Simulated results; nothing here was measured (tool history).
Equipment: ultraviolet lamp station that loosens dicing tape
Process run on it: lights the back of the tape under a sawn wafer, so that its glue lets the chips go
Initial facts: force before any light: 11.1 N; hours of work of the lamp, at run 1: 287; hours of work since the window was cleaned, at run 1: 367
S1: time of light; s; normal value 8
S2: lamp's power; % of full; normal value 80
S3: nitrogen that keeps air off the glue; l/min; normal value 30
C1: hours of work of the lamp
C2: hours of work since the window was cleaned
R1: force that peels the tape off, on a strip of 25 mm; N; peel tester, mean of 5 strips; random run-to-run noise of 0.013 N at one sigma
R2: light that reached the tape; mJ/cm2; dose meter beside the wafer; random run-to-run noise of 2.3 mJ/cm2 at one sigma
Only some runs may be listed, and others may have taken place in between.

Run 1, hour 0.0: usual settings; C1 287; C2 367. Result: R1 0.800 N, R2 201 mJ/cm2.
Run 2, hour 52.1: usual settings; C1 327; C2 407. Result: R1 0.818 N, R2 199 mJ/cm2.
Run 3, hour 90.5: usual settings; C1 356; C2 437. Result: R1 0.827 N, R2 201 mJ/cm2.
Run 4, hour 157.6: usual settings; C1 408; C2 488. Result: R1 0.869 N, R2 197 mJ/cm2.
At hour 168.6: window cleaned of glue's vapour.
Run 5, hour 199.9: usual settings but S1 7 s; C1 440; C2 24. Result: R1 1.255 N, R2 162 mJ/cm2.
Run 6, hour 271.1: usual settings but S1 10 s; C1 494; C2 78. Result: R1 0.545 N, R2 236 mJ/cm2.
At hour 304.9: window cleaned of glue's vapour, once more.
Run 7, hour 325.2: usual settings; C1 535; C2 16. Result: R1 0.785 N, R2 203 mJ/cm2.
Run 8, hour 374.5: usual settings; C1 573; C2 53. Result: R1 0.790 N, R2 201 mJ/cm2.
Run 9, hour 450.2: usual settings; C1 631; C2 111. Result: R1 0.857 N, R2 196 mJ/cm2.
Run 10, hour 510.1: usual settings; C1 677; C2 157. Result: R1 0.883 N, R2 194 mJ/cm2.
Run 11, hour 587.2: usual settings; C1 736; C2 216. Result: R1 0.886 N, R2 190 mJ/cm2.
Run 12, hour 641.3: usual settings; C1 777; C2 257. Result: R1 0.944 N, R2 193 mJ/cm2.
Run 13, hour 676.3: usual settings but S1 15 s; C1 804; C2 284. Result: R1 0.218 N, R2 347 mJ/cm2.
Run 14, hour 730.9: usual settings but S3 53 l/min; C1 845; C2 326. Result: R1 0.672 N, R2 183 mJ/cm2.
Run 15, hour 785.7: usual settings but S2 84 % of full; C1 887; C2 368. Result: R1 0.912 N, R2 184 mJ/cm2.
Run 16, hour 861.4: usual settings but S1 10 s; C1 945; C2 426. Result: R1 0.642 N, R2 222 mJ/cm2.
Run 17, hour 902.7: usual settings; C1 977; C2 457. Result: R1 1.128 N, R2 171 mJ/cm2.
Run 18, hour 949.3: usual settings; C1 1012; C2 493. Result: R1 1.147 N, R2 171 mJ/cm2.
At hour 954.8: window cleaned of glue's vapour.
Run 19, hour 1010.4: usual settings but S1 6 s; C1 1059; C2 43. Result: R1 1.764 N, R2 135 mJ/cm2.
Run 20, hour 1042.8: usual settings but S1 10 s; C1 1084; C2 67. Result: R1 0.561 N, R2 225 mJ/cm2.
Run 21, hour 1087.7: usual settings; C1 1118; C2 102. Result: R1 1.038 N, R2 178 mJ/cm2.
Run 22, hour 1144.2: usual settings but S2 73 % of full; C1 1161; C2 145. Result: R1 1.278 N, R2 160 mJ/cm2.
Run 23, hour 1192.8: usual settings but S2 90 % of full; C1 1198; C2 182. Result: R1 0.831 N, R2 197 mJ/cm2.
Run 24, hour 1243.4: usual settings but S3 15 l/min; C1 1237; C2 221. Result: R1 1.771 N, R2 174 mJ/cm2.
Run 25, hour 1306.9: usual settings but S3 15 l/min; C1 1286; C2 269. Result: R1 1.857 N, R2 167 mJ/cm2.
Run 26, hour 1345.9: usual settings but S1 6 s, S3 15 l/min; C1 1315; C2 299. Result: R1 2.903 N, R2 131 mJ/cm2.
Run 27, hour 1421.4: usual settings but S1 13 s, S2 63 % of full, S3 9 l/min; C1 1373; C2 357. Result: R1 1.771 N, R2 208 mJ/cm2.
Run 28, hour 1484.6: usual settings but S1 13 s, S2 63 % of full, S3 9 l/min; C1 1421; C2 405. Result: R1 1.808 N, R2 203 mJ/cm2.
Run 29, hour 1547.1: usual settings but S1 12 s, S2 95 % of full, S3 9 l/min; C1 1469; C2 453. Result: R1 1.000 N, R2 279 mJ/cm2.
At hour 1606.8: window cleaned of glue's vapour.
Run 30, hour 1611.2: usual settings but S1 12 s, S2 95 % of full, S3 9 l/min; C1 1518; C2 3. Result: R1 0.831 N, R2 302 mJ/cm2.
Run 31, hour 1688.3: usual settings but S1 12 s, S2 95 % of full, S3 9 l/min; C1 1577; C2 62. Result: R1 0.916 N, R2 296 mJ/cm2.
Run 32, hour 1731.3: usual settings but S1 6 s, S3 24 l/min; C1 1610; C2 95. Result: R1 2.308 N, R2 118 mJ/cm2.
Run 33, hour 1809.8: usual settings; C1 1670; C2 155. Result: R1 1.307 N, R2 160 mJ/cm2.
At hour 1819.8: lamp changed.
Run 34, hour 1853.1: usual settings; C1 25; C2 188. Result: R1 0.667 N, R2 217 mJ/cm2.
Run 35, hour 1924.2: usual settings but S1 6 s, S2 86 % of full, S3 35 l/min; C1 80; C2 242. Result: R1 1.022 N, R2 172 mJ/cm2.
Run 36, hour 1983.5: usual settings but S1 6 s, S2 86 % of full, S3 35 l/min; C1 125; C2 287. Result: R1 1.052 N, R2 168 mJ/cm2.
Run 37, hour 2034.2: usual settings but S1 7 s, S2 72 % of full; C1 164; C2 326. Result: R1 1.262 N, R2 163 mJ/cm2.
Run 38, hour 2103.5: usual settings but S1 12 s, S2 69 % of full; C1 217; C2 379. Result: R1 0.421 N, R2 262 mJ/cm2.
Run 39, hour 2176.9: usual settings but S1 12 s, S2 69 % of full; C1 273; C2 435. Result: R1 0.444 N, R2 259 mJ/cm2.
Run 40, hour 2242.2: usual settings but S2 61 % of full, S3 9 l/min; C1 323; C2 485. Result: R1 2.995 N, R2 150 mJ/cm2.
At hour 2261.0: window cleaned of glue's vapour.
Run 41, hour 2308.8: usual settings but S1 10 s, S2 97 % of full, S3 21 l/min; C1 374; C2 37. Result: R1 0.359 N, R2 315 mJ/cm2.

Consider 5 possible next runs. They are alternatives, not a sequence: every one starts from the tool as it was left by run 41. What does each give?
Run A, hour 2358.4: usual settings but S2 97 % of full, S3 57 l/min; C1 411; C2 74. Result: R1 ?, R2 ?.
Run B, hour 2358.4: usual settings but S2 87 % of full; C1 411; C2 74. Result: R1 ?, R2 ?.
Run C, hour 2358.4: usual settings but S1 5 s, S2 85 % of full, S3 21 l/min; C1 411; C2 74. Result: R1 ?, R2 ?.
Run D, hour 2358.4: usual settings but S1 10 s, S2 75 % of full, S3 21 l/min; C1 411; C2 74. Result: R1 ?, R2 ?.
Run E, hour 2358.4: usual settings but S1 10 s, S2 97 % of full, S3 15 l/min; C1 411; C2 74. Result: R1 ?, R2 ?.

run     R1   R2
  A  0.304  246
  B  0.641  221
  C  2.118  134
  D  0.669  240
  E  0.480  317
Stripped of hidden state, with their random variation kept, the same runs would have yielded:
run     R1   R2
  A  0.244  271
  B  0.506  243
  C  1.808  147
  D  0.529  264
  E  0.377  348
